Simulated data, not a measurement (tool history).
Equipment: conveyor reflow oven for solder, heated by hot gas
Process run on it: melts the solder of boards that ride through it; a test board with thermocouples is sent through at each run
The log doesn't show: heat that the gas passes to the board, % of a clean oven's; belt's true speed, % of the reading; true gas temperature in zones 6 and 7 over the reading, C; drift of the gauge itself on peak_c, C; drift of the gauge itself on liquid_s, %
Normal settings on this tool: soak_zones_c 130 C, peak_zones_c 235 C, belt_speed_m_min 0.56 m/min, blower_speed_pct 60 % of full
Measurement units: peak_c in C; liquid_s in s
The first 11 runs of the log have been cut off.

run     day  soak_zones_c  peak_zones_c  belt_speed_m_min  blower_speed_pct  hours of work since the flux was cleaned out  hours of work since the belt drive was overhauled  hours of work since the thermocouples were changed  peak_c  liquid_s
 12   3.367           130           235             0.668                60                                           105                                                412                                                 421   210.4      45.1
 13   3.717           130           235             0.668                60                                           111                                                419                                                 427   210.6      45.9
 14   4.025           130           235             0.668                60                                           117                                                425                                                 433     211        45
 15   4.371           130           235              0.56                60                                           123                                                431                                                 439   216.8        62
        4.6  -- flux residue cleaned out of gas plates and filters
 16   5.017           130           235              0.56                60                                             8                                                439                                                 447   216.5      61.1
 17   5.296           130           235             0.479                60                                            13                                                444                                                 452   221.8      78.7
 18   5.717           130           235             0.479                60                                            20                                                452                                                 460   221.3      77.9
 19   5.992           132           235              0.56                60                                            25                                                457                                                 465   216.4      62.9
 20   6.458           132           235             0.481                60                                            34                                                465                                                 473     221      79.1
      7.058  -- flux residue cleaned out of gas plates and filters, once more
 21   7.058           132           235             0.481                60                                             0                                                472                                                 481   222.5      79.7
 22   7.375           132           235             0.481                60                                             6                                                478                                                 486   222.7      79.6
 23   7.733           141           234              0.56                60                                            12                                                485                                                 493   218.3      67.7
 24   8.021           125           237              0.56                74                                            18                                                490                                                 498   221.3      65.1
 25   8.312           125           237              0.56                74                                            23                                                495                                                 504   221.3      64.6
 26   8.662           125           237              0.56                74                                            29                                                502                                                 510   220.8      64.4
 27   9.083           129           235             0.483                60                                            37                                                509                                                 518     221        78
 28   9.342           129           235             0.483                60                                            42                                                514                                                 522   221.7      77.8
 29   9.542           137           233             0.517                57                                            45                                                518                                                 526   218.5        72
 30   9.742           124           242             0.517                57                                            49                                                521                                                 530   224.5      72.2
 31  10.154           124           242             0.517                57                                            57                                                529                                                 537   224.4      73.1

3 ways to go on from here, each from the tool as it stands after run 31. What would each give?
  A  10.429           124           229             0.517                57                                            62                                                534                                                 542       ?         ?
  B  10.429           130           240              0.56                60                                            62                                                534                                                 542       ?         ?
  C  10.429           143           242             0.517                57                                            62                                                534                                                 542       ?         ?

run  peak_c  liquid_s
  A   212.7      62.2
  B   220.9      66.4
  C   228.2        82
Take away the tool's hidden state, keep each run's random variation, and the runs would have read:
run  peak_c  liquid_s
  A   214.3      62.9
  B   222.5      66.6
  C   229.7      81.8
